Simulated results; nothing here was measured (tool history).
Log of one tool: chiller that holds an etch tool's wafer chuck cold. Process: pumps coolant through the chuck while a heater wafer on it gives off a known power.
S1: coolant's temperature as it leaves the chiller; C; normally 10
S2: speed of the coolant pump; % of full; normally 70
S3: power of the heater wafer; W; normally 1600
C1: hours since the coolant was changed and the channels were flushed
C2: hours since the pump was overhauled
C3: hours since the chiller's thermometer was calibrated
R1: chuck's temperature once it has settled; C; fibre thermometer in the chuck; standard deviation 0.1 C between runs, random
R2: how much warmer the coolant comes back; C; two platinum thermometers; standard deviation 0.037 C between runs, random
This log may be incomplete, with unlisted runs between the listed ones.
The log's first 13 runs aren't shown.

run 14 hour=498.3 | S1=10 S2=70 S3=1600 | C1=175 C2=2042 C3=1309 | R1=33.3 R2=7.55
run 15 hour=549.6 | S1=10 S2=70 S3=1600 | C1=226 C2=2093 C3=1360 | R1=33.4 R2=7.63
run 16 hour=588.9 | S1=10 S2=70 S3=1600 | C1=265 C2=2132 C3=1400 | R1=33.4 R2=7.61
run 17 hour=629.0 | S1=10 S2=88 S3=1600 | C1=305 C2=2173 C3=1440 | R1=28.8 R2=5.95
run 18 hour=658.3 | S1=10 S2=88 S3=1600 | C1=335 C2=2202 C3=1469 | R1=28.9 R2=5.92
run 19 hour=706.8 | S1=10 S2=100 S3=1600 | C1=383 C2=2250 C3=1518 | R1=26.8 R2=5.16
run 20 hour=737.0 | S1=2 S2=89 S3=1600 | C1=413 C2=2281 C3=1548 | R1=20.5 R2=5.89
run 21 hour=792.5 | S1=18 S2=93 S3=1003 | C1=469 C2=2336 C3=1603 | R1=29.2 R2=3.53
run 22 hour=820.8 | S1=18 S2=93 S3=1003 | C1=497 C2=2364 C3=1632 | R1=29.4 R2=3.54
run 23 hour=875.8 | S1=17 S2=91 S3=1600 | C1=552 C2=2419 C3=1687 | R1=35.4 R2=5.75
run 24 hour=924.0 | S1=19 S2=91 S3=820 | C1=600 C2=2467 C3=1735 | R1=28.5 R2=2.95
run 25 hour=948.8 | S1=10 S2=79 S3=815 | C1=625 C2=2492 C3=1760 | R1=20.7 R2=3.42
run 26 hour=1004.9 | S1=11 S2=77 S3=1600 | C1=681 C2=2548 C3=1816 | R1=32.7 R2=6.95
run 27 hour=1028.4 | S1=11 S2=77 S3=1600 | C1=705 C2=2572 C3=1839 | R1=32.6 R2=6.93
run 28 hour=1073.0 | S1=11 S2=77 S3=1600 | C1=749 C2=2616 C3=1884 | R1=32.8 R2=6.86
run 29 hour=1096.6 | S1=19 S2=75 S3=1532 | C1=773 C2=2640 C3=1907 | R1=40.4 R2=6.82
run 30 hour=1151.8 | S1=5 S2=75 S3=1444 | C1=828 C2=2695 C3=1963 | R1=25.1 R2=6.42
run 31 hour=1179.5 | S1=14 S2=72 S3=1600 | C1=856 C2=2723 C3=1990 | R1=37.4 R2=7.39
run 32 hour=1214.8 | S1=14 S2=72 S3=1600 | C1=891 C2=2758 C3=2026 | R1=37.3 R2=7.48

Consider 4 possible next runs. They are alternatives, not a sequence: every one starts from the tool as it was left by run 32. What does each give?
run A hour=1263.5 | S1=14 S2=72 S3=822 | C1=940 C2=2807 C3=2074 | R1=? R2=?
run B hour=1263.5 | S1=1 S2=70 S3=1600 | C1=940 C2=2807 C3=2074 | R1=? R2=?
run C hour=1263.5 | S1=14 S2=90 S3=961 | C1=940 C2=2807 C3=2074 | R1=? R2=?
run D hour=1263.5 | S1=1 S2=83 S3=1180 | C1=940 C2=2807 C3=2074 | R1=? R2=?

run=A R1=26.0 R2=3.85
run=B R1=25.1 R2=7.61
run=C R1=25.2 R2=3.51
run=D R1=15.9 R2=4.72
Take away the tool's hidden state, keep each run's random variation, and the runs would have read:
run=A R1=25.4 R2=3.68
run=B R1=23.7 R2=7.27
run=C R1=24.7 R2=3.35
run=D R1=15.1 R2=4.51
